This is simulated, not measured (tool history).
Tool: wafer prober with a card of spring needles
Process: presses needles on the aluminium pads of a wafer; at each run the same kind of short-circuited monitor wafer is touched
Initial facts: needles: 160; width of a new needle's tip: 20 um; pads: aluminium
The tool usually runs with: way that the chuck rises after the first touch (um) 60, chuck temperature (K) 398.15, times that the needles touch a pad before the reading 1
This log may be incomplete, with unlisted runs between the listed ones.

run	hour	way that the chuck rises after the first touch (um)	chuck temperature (K)	times that the needles touch a pad before the reading	resistance of one needle with its contact and lead (mohm)	way that a needle slides on the pad (um)
1	0	60	398.15	1	302	12.46
# hour 2.1: tips cleaned on abrasive film
# hour 7.3: tips cleaned on abrasive film
# hour 12.4: tips cleaned on abrasive film
# hour 17.6: tips cleaned on abrasive film
2	19.4	60	398.15	1	297	12.55
# hour 22.5: tips cleaned on abrasive film
# hour 26.7: tips cleaned on abrasive film
# hour 31.6: tips cleaned on abrasive film
# hour 36.8: tips cleaned on abrasive film
3	37.2	60	398.15	1	254	12.47
# hour 41.4: tips cleaned on abrasive film
# hour 46.5: tips cleaned on abrasive film
4	49.6	63	398.15	1	323	13.05
# hour 51.7: tips cleaned on abrasive film
# hour 56.8: tips cleaned on abrasive film
# hour 61: tips cleaned on abrasive film
5	61	63	398.15	1	233	13.17
# hour 66: tips cleaned on abrasive film
# hour 71.1: tips cleaned on abrasive film
# hour 76.2: tips cleaned on abrasive film
6	79.9	63	307.15	1	338	12.91
# hour 81: tips cleaned on abrasive film
# hour 86.2: tips cleaned on abrasive film
# hour 91.4: tips cleaned on abrasive film
7	93.2	63	307.15	1	270	12.82
# hour 96.4: tips cleaned on abrasive film
# hour 101.5: tips cleaned on abrasive film
# hour 106.6: tips cleaned on abrasive film
# hour 111.6: tips cleaned on abrasive film
8	112.3	63	307.15	1	241	12.43
# hour 116.5: tips cleaned on abrasive film
# hour 121.5: tips cleaned on abrasive film
# hour 126.6: tips cleaned on abrasive film
9	130.6	63	307.15	1	344	12.44
# hour 131.7: tips cleaned on abrasive film
# hour 136.8: tips cleaned on abrasive film
# hour 142: tips cleaned on abrasive film
10	145.1	63	307.15	1	324	12.43
# hour 146.2: tips cleaned on abrasive film
# hour 151.4: tips cleaned on abrasive film
11	155	63	307.15	3	260	12.51

How would selected steps in resistance of one needle with its contact and lead (mohm) from run to run divide? Give the signed amount a tool lacking its hidden state would still show from settings, what came in and random variation, and the signed amount left for the hidden state, including any gauge scatter that is not in both of the compared results.
Hidden conditions of the tool in this case: debris on the tips, nm; way that the needles fall short of the set height, um; tips' diameter, um; drift of the gauge itself on contact_mohm, %; drift of the gauge itself on scrub_um, %.
Run 5 -> 6: chuck temperature (K) 398.15 -> 307.15, tips cleaned on abrasive film, tips cleaned on abrasive film, tips cleaned on abrasive film. resistance of one needle with its contact and lead (mohm) +105: hidden state +123, all else -18.

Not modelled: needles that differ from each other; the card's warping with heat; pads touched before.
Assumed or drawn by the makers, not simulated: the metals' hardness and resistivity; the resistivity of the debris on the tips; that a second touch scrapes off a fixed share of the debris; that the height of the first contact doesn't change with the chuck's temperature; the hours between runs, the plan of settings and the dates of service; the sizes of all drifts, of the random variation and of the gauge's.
